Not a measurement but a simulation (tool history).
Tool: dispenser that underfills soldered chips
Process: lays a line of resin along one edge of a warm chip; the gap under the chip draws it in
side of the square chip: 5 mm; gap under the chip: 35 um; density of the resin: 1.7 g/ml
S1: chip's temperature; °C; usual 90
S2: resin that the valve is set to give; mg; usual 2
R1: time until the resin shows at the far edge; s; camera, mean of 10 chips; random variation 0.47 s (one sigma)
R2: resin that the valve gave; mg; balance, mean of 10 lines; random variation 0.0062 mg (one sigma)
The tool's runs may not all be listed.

run,hour,S1,S2,R1,R2
1,0,90,2,43.7,1.878
# hour 5: dispensing valve cleaned and set on the balance
# hour 8: new syringe of resin
2,16.4,90,2,42.5,1.999
# hour 23: new syringe of resin
3,28.4,90,2,39.7,1.982
4,35.9,90,2,48.4,1.979
# hour 37.7: new syringe of resin
5,46,90,2,43.5,1.953
# hour 53.2: new syringe of resin
6,57.5,90,2,39.3,1.954
7,65.1,90,2,46.4,1.935
# hour 67.8: new syringe of resin
8,74.5,90,2,41.5,1.927
# hour 82.8: new syringe of resin
9,83.4,90,2,35.6,1.916
10,94,90,2,47.5,1.901
# hour 97.7: new syringe of resin
11,108.6,90,2,46,1.898
# hour 113: new syringe of resin
12,122.1,90,2,43.2,1.903
# hour 127.9: new syringe of resin
13,131.8,78,2,56.5,1.877
14,139.8,78,2,68.6,1.879
# hour 143: new syringe of resin
# hour 148.6: dispensing valve cleaned and set on the balance
15,151.8,78,2,62.2,1.999
# hour 159.1: new syringe of resin
16,168.5,90,1.72,46.4,1.713
# hour 175: new syringe of resin
17,184.3,90,1.72,45.7,1.692
# hour 189.5: new syringe of resin
18,199.2,90,1.72,46.2,1.69
# hour 205.2: new syringe of resin
19,208.7,81,2.04,49.5,1.983
20,217.4,89,2.01,47.8,1.96
# hour 220.8: new syringe of resin
21,229.9,89,2.01,43.6,1.933
# hour 235.5: new syringe of resin
22,247,92,2.46,42.7,2.349
# hour 250.9: new syringe of resin
23,255.6,90,2.44,37.1,2.324
# hour 265.9: new syringe of resin
24,267.1,90,2.44,34.8,2.299
# hour 280.6: new syringe of resin
25,283.5,104,2.1,24.5,1.984
# hour 292.2: dispensing valve cleaned and set on the balance
26,292.2,96,1.94,38.1,1.941
# hour 296.4: new syringe of resin
27,300.9,100,1.82,30,1.8
28,310.2,89,2.08,48.6,2.065
# hour 311.4: new syringe of resin
29,322.7,90,1.99,44.8,1.958
# hour 326.2: stage's temperature calibrated
# hour 327.2: new syringe of resin
30,331.8,94,2.06,36,2.017
# hour 342.3: new syringe of resin
31,343.7,103,2.06,24.7,2.011
# hour 357.6: new syringe of resin
32,357.6,83,1.89,46.9,1.831

Forecast run 33:
33,369.9,83,1.94,?,?

{"run 33": {"R1": 62.6, "R2": 1.872}}
Without the tool's hidden state the same run would have given R1 45.5 s, R2 1.941 mg.
